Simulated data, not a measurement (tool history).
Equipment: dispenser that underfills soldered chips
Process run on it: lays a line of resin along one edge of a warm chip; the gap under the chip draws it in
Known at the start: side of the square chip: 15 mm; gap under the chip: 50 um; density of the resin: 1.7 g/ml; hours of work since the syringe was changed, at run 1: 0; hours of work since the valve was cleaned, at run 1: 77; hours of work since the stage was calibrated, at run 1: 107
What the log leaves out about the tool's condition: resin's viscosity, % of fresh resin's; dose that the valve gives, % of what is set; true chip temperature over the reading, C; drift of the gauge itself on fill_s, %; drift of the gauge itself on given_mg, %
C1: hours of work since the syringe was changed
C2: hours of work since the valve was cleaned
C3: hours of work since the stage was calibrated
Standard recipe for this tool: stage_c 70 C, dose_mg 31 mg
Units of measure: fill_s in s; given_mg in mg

Run 1, hour 0: usual settings; C1 0; C2 77; C3 107. Result: fill_s 256.3 s, given_mg 29.52 mg.
Run 2, hour 4.5: usual settings; C1 4; C2 80; C3 110. Result: fill_s 325.6 s, given_mg 29.44 mg.
Run 3, hour 9.2: usual settings; C1 7; C2 84; C3 114. Result: fill_s 417.5 s, given_mg 29.61 mg.
At hour 10.2: new syringe of resin.
Run 4, hour 15.4: usual settings; C1 4; C2 88; C3 118. Result: fill_s 329.1 s, given_mg 29.06 mg.
Run 5, hour 19.9: usual settings; C1 7; C2 91; C3 121. Result: fill_s 426.1 s, given_mg 29.26 mg.
At hour 20.8: new syringe of resin.
At hour 24.9: dispensing valve cleaned and set on the balance.
Run 6, hour 27.8: usual settings; C1 4; C2 2; C3 126. Result: fill_s 343 s, given_mg 30.65 mg.
At hour 32.4: new syringe of resin.
Run 7, hour 36: usual settings but dose_mg 40.2 mg; C1 3; C2 8; C3 132. Result: fill_s 292.8 s, given_mg 39.81 mg.
Run 8, hour 40.3: usual settings but dose_mg 40.2 mg; C1 6; C2 11; C3 135. Result: fill_s 374.5 s, given_mg 39.85 mg.
At hour 43: new syringe of resin.
Run 9, hour 49.2: usual settings but dose_mg 40.2 mg; C1 5; C2 17; C3 141. Result: fill_s 339.7 s, given_mg 39.44 mg.
At hour 53.5: new syringe of resin.
Run 10, hour 54.7: usual settings but stage_c 74 C; C1 1; C2 21; C3 145. Result: fill_s 224 s, given_mg 30.51 mg.
Run 11, hour 62.4: usual settings but stage_c 74 C; C1 6; C2 27; C3 151. Result: fill_s 335.5 s, given_mg 30.38 mg.
At hour 64.1: new syringe of resin.
Run 12, hour 68: usual settings but stage_c 77 C; C1 3; C2 31; C3 155. Result: fill_s 222.8 s, given_mg 30.2 mg.
At hour 74.4: new syringe of resin.
Run 13, hour 75.4: usual settings but stage_c 77 C; C1 1; C2 36; C3 160. Result: fill_s 194.4 s, given_mg 30.55 mg.
Run 14, hour 82.5: usual settings but stage_c 58 C; C1 6; C2 41; C3 165. Result: fill_s 719.6 s, given_mg 30.23 mg.
At hour 85: new syringe of resin.
Run 15, hour 90.8: usual settings but stage_c 58 C; C1 4; C2 47; C3 171. Result: fill_s 612.2 s, given_mg 30.17 mg.
At hour 95.6: new syringe of resin.
Run 16, hour 98.6: usual settings but stage_c 58 C; C1 2; C2 52; C3 177. Result: fill_s 550.4 s, given_mg 29.87 mg.
Run 17, hour 103.2: usual settings but stage_c 58 C; C1 6; C2 56; C3 180. Result: fill_s 697.4 s, given_mg 29.85 mg.
At hour 105.8: new syringe of resin.
Run 18, hour 111.4: usual settings but stage_c 75 C, dose_mg 30.3 mg; C1 4; C2 62; C3 186. Result: fill_s 273.2 s, given_mg 29.14 mg.
At hour 116.1: new syringe of resin.
Run 19, hour 119.8: usual settings but stage_c 62 C, dose_mg 38.3 mg; C1 3; C2 68; C3 192. Result: fill_s 446 s, given_mg 36.87 mg.
At hour 126.5: new syringe of resin.
Run 20, hour 127.1: usual settings but dose_mg 26.3 mg; C1 0; C2 73; C3 197. Result: fill_s 268.9 s, given_mg 25 mg.
Run 21, hour 133.6: usual settings but stage_c 57 C, dose_mg 31.3 mg; C1 5; C2 77; C3 202. Result: fill_s 698 s, given_mg 29.72 mg.
At hour 137: new syringe of resin.
Run 22, hour 139.5: usual settings but stage_c 63 C; C1 2; C2 82; C3 206. Result: fill_s 409.3 s, given_mg 29.62 mg.
Run 23, hour 145.8: usual settings but stage_c 60 C, dose_mg 33.9 mg; C1 6; C2 86; C3 210. Result: fill_s 660.6 s, given_mg 31.89 mg.
At hour 147.5: new syringe of resin.
Run 24, hour 152.7: usual settings but stage_c 82 C, dose_mg 34 mg; C1 4; C2 91; C3 215. Result: fill_s 193.5 s, given_mg 32.17 mg.
Run 25, hour 156.3: usual settings but stage_c 82 C, dose_mg 34 mg; C1 6; C2 94; C3 218. Result: fill_s 235.5 s, given_mg 31.89 mg.
At hour 158: dispensing valve cleaned and set on the balance.
At hour 159: new syringe of resin.
Run 26, hour 165: usual settings but stage_c 65 C, dose_mg 40.2 mg; C1 4; C2 5; C3 223. Result: fill_s 428.1 s, given_mg 40.09 mg.
At hour 169.3: new syringe of resin.
Run 27, hour 169.8: usual settings but stage_c 65 C, dose_mg 40.2 mg; C1 0; C2 8; C3 226. Result: fill_s 324.3 s, given_mg 39.76 mg.
Run 28, hour 173.7: usual settings but stage_c 65 C, dose_mg 40.2 mg; C1 3; C2 11; C3 229. Result: fill_s 399 s, given_mg 40.01 mg.
At hour 179.7: new syringe of resin.
Run 29, hour 181.9: usual settings but stage_c 65 C, dose_mg 40.2 mg; C1 2; C2 17; C3 235. Result: fill_s 352.4 s, given_mg 39.88 mg.
Run 30, hour 189.2: usual settings but stage_c 65 C, dose_mg 40.2 mg; C1 7; C2 22; C3 240. Result: fill_s 518.2 s, given_mg 39.54 mg.
At hour 190.4: new syringe of resin.
Run 31, hour 195.4: usual settings but stage_c 60 C, dose_mg 39.1 mg; C1 4; C2 27; C3 245. Result: fill_s 525.5 s, given_mg 38.15 mg.

Measured result minus the same run's result without the hidden state. Both carry the same run-to-run variation, though not necessarily the same gauge scatter:
run  fill_s  given_mg
  1   +10.2     -1.55
  2   +79.6     -1.61
  3  +171.6     -1.69
  4   +83.8     -1.75
  5  +176.3     -1.82
  6   +96.7      -0.1
  7   +56.4     -0.28
  8  +134.2     -0.35
  9   +94.9     -0.49
 10     +18     -0.46
 11  +130.5     -0.57
 12   +44.9     -0.65
 13   +15.2     -0.76
 14  +265.7     -0.86
 15  +170.7     -0.98
 16  +101.5     -1.09
 17  +251.7     -1.16
 18   +76.1     -1.23
 19   +86.5     -1.71
 20   +14.7     -1.24
 21    +230     -1.58
 22   +61.7     -1.67
 23  +258.6      -1.9
 24   +52.3     -2.02
 25   +93.5     -2.07
 26  +121.5     -0.05
 27   +15.1     -0.14
 28   +89.4     -0.22
 29     +44     -0.36
 30  +210.9     -0.51
 31  +126.6      -0.6

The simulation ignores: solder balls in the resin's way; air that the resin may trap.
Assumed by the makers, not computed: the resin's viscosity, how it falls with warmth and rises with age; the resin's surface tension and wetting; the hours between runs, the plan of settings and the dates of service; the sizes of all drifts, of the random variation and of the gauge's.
